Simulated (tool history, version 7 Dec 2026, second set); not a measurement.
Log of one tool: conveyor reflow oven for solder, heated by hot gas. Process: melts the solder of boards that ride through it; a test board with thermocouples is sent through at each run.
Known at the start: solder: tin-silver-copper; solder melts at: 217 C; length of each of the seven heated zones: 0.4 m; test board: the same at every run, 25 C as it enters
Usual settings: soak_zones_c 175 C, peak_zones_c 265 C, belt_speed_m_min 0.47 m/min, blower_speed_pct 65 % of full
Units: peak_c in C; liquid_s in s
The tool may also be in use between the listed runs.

run 1 hour=0 | soak_zones_c=175 peak_zones_c=265 belt_speed_m_min=0.47 blower_speed_pct=65 | peak_c=246.2 liquid_s=71.9
run 2 hour=31.1 | soak_zones_c=173 peak_zones_c=265 belt_speed_m_min=0.47 blower_speed_pct=65 | peak_c=245.6 liquid_s=69
run 3 hour=46.8 | soak_zones_c=172 peak_zones_c=265 belt_speed_m_min=0.47 blower_speed_pct=65 | peak_c=245.4 liquid_s=67.4
-- hour=67.9 flux residue cleaned out of gas plates and filters
run 4 hour=82.4 | soak_zones_c=172 peak_zones_c=265 belt_speed_m_min=0.47 blower_speed_pct=78 | peak_c=249.1 liquid_s=74.7
run 5 hour=111 | soak_zones_c=172 peak_zones_c=265 belt_speed_m_min=0.47 blower_speed_pct=78 | peak_c=249.2 liquid_s=73.2
run 6 hour=126.9 | soak_zones_c=175 peak_zones_c=265 belt_speed_m_min=0.47 blower_speed_pct=65 | peak_c=247.2 liquid_s=72.3
run 7 hour=154.9 | soak_zones_c=165 peak_zones_c=265 belt_speed_m_min=0.47 blower_speed_pct=65 | peak_c=245.6 liquid_s=64.6
run 8 hour=185.4 | soak_zones_c=165 peak_zones_c=265 belt_speed_m_min=0.47 blower_speed_pct=65 | peak_c=245.1 liquid_s=66
run 9 hour=214.7 | soak_zones_c=165 peak_zones_c=265 belt_speed_m_min=0.47 blower_speed_pct=65 | peak_c=244.8 liquid_s=64.1
run 10 hour=239.9 | soak_zones_c=165 peak_zones_c=265 belt_speed_m_min=0.47 blower_speed_pct=65 | peak_c=244.7 liquid_s=63.6
run 11 hour=253.6 | soak_zones_c=165 peak_zones_c=273 belt_speed_m_min=0.47 blower_speed_pct=65 | peak_c=251.4 liquid_s=72
run 12 hour=285.2 | soak_zones_c=165 peak_zones_c=273 belt_speed_m_min=0.47 blower_speed_pct=65 | peak_c=250.8 liquid_s=72.3
run 13 hour=304.8 | soak_zones_c=175 peak_zones_c=265 belt_speed_m_min=0.47 blower_speed_pct=65 | peak_c=246.4 liquid_s=69.2
run 14 hour=327.6 | soak_zones_c=175 peak_zones_c=265 belt_speed_m_min=0.47 blower_speed_pct=65 | peak_c=245.8 liquid_s=70.9
run 15 hour=356.4 | soak_zones_c=175 peak_zones_c=272 belt_speed_m_min=0.47 blower_speed_pct=65 | peak_c=250.8 liquid_s=76.1
run 16 hour=373.6 | soak_zones_c=168 peak_zones_c=265 belt_speed_m_min=0.47 blower_speed_pct=65 | peak_c=244.7 liquid_s=64.5
-- hour=410 flux residue cleaned out of gas plates and filters
run 17 hour=411.2 | soak_zones_c=168 peak_zones_c=279 belt_speed_m_min=0.47 blower_speed_pct=80 | peak_c=260.7 liquid_s=84.3
run 18 hour=436.2 | soak_zones_c=168 peak_zones_c=279 belt_speed_m_min=0.47 blower_speed_pct=80 | peak_c=260.8 liquid_s=83.5
run 19 hour=458.8 | soak_zones_c=189 peak_zones_c=265 belt_speed_m_min=0.47 blower_speed_pct=61 | peak_c=248.4 liquid_s=80.6
run 20 hour=490.5 | soak_zones_c=189 peak_zones_c=265 belt_speed_m_min=0.47 blower_speed_pct=61 | peak_c=247.7 liquid_s=80.8
run 21 hour=504.8 | soak_zones_c=165 peak_zones_c=268 belt_speed_m_min=0.47 blower_speed_pct=79 | peak_c=249.4 liquid_s=70.8
run 22 hour=527.5 | soak_zones_c=182 peak_zones_c=260 belt_speed_m_min=0.438 blower_speed_pct=63 | peak_c=244.6 liquid_s=79.8
run 23 hour=558.8 | soak_zones_c=182 peak_zones_c=260 belt_speed_m_min=0.438 blower_speed_pct=71 | peak_c=246.8 liquid_s=82.4
run 24 hour=591.7 | soak_zones_c=171 peak_zones_c=265 belt_speed_m_min=0.508 blower_speed_pct=78 | peak_c=245.4 liquid_s=63.5
run 25 hour=613.5 | soak_zones_c=167 peak_zones_c=265 belt_speed_m_min=0.508 blower_speed_pct=78 | peak_c=243.1 liquid_s=59.4
run 26 hour=634.4 | soak_zones_c=167 peak_zones_c=269 belt_speed_m_min=0.508 blower_speed_pct=88 | peak_c=249 liquid_s=65.5
run 27 hour=661.8 | soak_zones_c=175 peak_zones_c=278 belt_speed_m_min=0.519 blower_speed_pct=65 | peak_c=252.3 liquid_s=70
run 28 hour=688.6 | soak_zones_c=175 peak_zones_c=278 belt_speed_m_min=0.519 blower_speed_pct=52 | peak_c=249.1 liquid_s=65.5
run 29 hour=704.7 | soak_zones_c=175 peak_zones_c=278 belt_speed_m_min=0.519 blower_speed_pct=52 | peak_c=249.4 liquid_s=65
run 30 hour=734.3 | soak_zones_c=175 peak_zones_c=279 belt_speed_m_min=0.417 blower_speed_pct=50 | peak_c=257.9 liquid_s=94.1
-- hour=752 flux residue cleaned out of gas plates and filters
run 31 hour=755.1 | soak_zones_c=185 peak_zones_c=266 belt_speed_m_min=0.534 blower_speed_pct=65 | peak_c=244.9 liquid_s=66.1

Forecast each of these 4 alternatives for the next run:
run A hour=788.5 | soak_zones_c=175 peak_zones_c=265 belt_speed_m_min=0.5 blower_speed_pct=58 | peak_c=? liquid_s=?
run B hour=788.5 | soak_zones_c=175 peak_zones_c=265 belt_speed_m_min=0.47 blower_speed_pct=52 | peak_c=? liquid_s=?
run C hour=788.5 | soak_zones_c=185 peak_zones_c=266 belt_speed_m_min=0.43 blower_speed_pct=65 | peak_c=? liquid_s=?
run D hour=788.5 | soak_zones_c=185 peak_zones_c=266 belt_speed_m_min=0.555 blower_speed_pct=65 | peak_c=? liquid_s=?

run=A peak_c=243 liquid_s=61.6
run=B peak_c=243.5 liquid_s=65.9
run=C peak_c=251.9 liquid_s=92.7
run=D peak_c=244.2 liquid_s=61
Without the tool's hidden state the same runs would have given:
run=A peak_c=245.7 liquid_s=63.5
run=B peak_c=246.2 liquid_s=67.9
run=C peak_c=254.9 liquid_s=93.7
run=D peak_c=246.9 liquid_s=62.5
